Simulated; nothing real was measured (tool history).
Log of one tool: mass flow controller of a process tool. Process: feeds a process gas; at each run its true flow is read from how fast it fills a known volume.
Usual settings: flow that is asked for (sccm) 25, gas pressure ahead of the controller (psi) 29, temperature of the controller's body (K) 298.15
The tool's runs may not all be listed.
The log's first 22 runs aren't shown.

run      day  flow that is asked for (sccm)  gas pressure ahead of the controller (psi)  temperature of the controller's body (K)  hours of work since the controller was set to zero  hours of work since the controller was changed  true flow (%)
 23   57.654                             25                                          29                                    311.15                                                  67                                            1406         100.22
 24   61.425                              9                                          36                                    293.15                                                 131                                            1471         101.31
 25   64.675                              9                                          36                                    297.15                                                 187                                            1526         101.08
 26   67.029                              9                                        28.3                                    294.15                                                 227                                            1567         101.67
 27   68.962                              9                                        28.3                                    294.15                                                 260                                            1600         101.77
 28   72.225                              9                                        28.3                                    294.15                                                 316                                            1655         101.58
      74.271  -- controller's zero set anew, once more
 29   74.271                              9                                        28.3                                    294.15                                                   0                                            1690         100.07
 30   77.538                              9                                        28.3                                    294.15                                                  56                                            1746         100.17
 31   79.892                              9                                        28.3                                    294.15                                                  96                                            1786         100.29
 32   83.383                             15                                          29                                    298.15                                                 156                                            1846         100.13
 33   86.454                             15                                          29                                    298.15                                                 208                                            1898         100.19
 34   88.033                             24                                        32.2                                    298.15                                                 235                                            1925         100.35
 35   89.592                             14                                        32.9                                    298.15                                                 262                                            1952          99.95
 36   92.133                             25                                        39.5                                    298.15                                                 306                                            1996         100.17
 37   95.417                             11                                        21.5                                    311.15                                                 362                                            2052         100.01
 38   97.367                              6                                          29                                    313.15                                                 395                                            2085          99.96
 39  100.475                              6                                        30.3                                    303.15                                                 448                                            2138          100.3
 40  102.538                              6                                        30.3                                    303.15                                                 483                                            2173         100.29
 41  104.375                             34                                        24.9                                    305.15                                                 515                                            2205         100.61
 42  108.079                             15                                        20.5                                    301.15                                                 578                                            2268         100.63
 43  109.788                             33                                        20.9                                    300.15                                                 607                                            2297         100.97
 44   113.55                             33                                        20.9                                    300.15                                                 672                                            2362         100.92
 45  116.462                             25                                          36                                    299.15                                                 722                                            2412         100.55
 46  118.925                             25                                          36                                    299.15                                                 764                                            2454         100.57

Forecast each of these 4 alternatives for the next run:
  A  121.558                             25                                        31.3                                    293.15                                                 809                                            2499              ?
  B  121.558                             12                                        28.1                                    297.15                                                 809                                            2499              ?
  C  121.558                             20                                        24.4                                    310.15                                                 809                                            2499              ?
  D  121.558                             23                                          36                                    310.15                                                 809                                            2499              ?

run  true flow (%)
  A         100.98
  B         100.81
  C         100.39
  D         100.13
Without the tool's hidden state the same runs would have given:
run  true flow (%)
  A           99.7
  B          99.36
  C          99.07
  D          98.83

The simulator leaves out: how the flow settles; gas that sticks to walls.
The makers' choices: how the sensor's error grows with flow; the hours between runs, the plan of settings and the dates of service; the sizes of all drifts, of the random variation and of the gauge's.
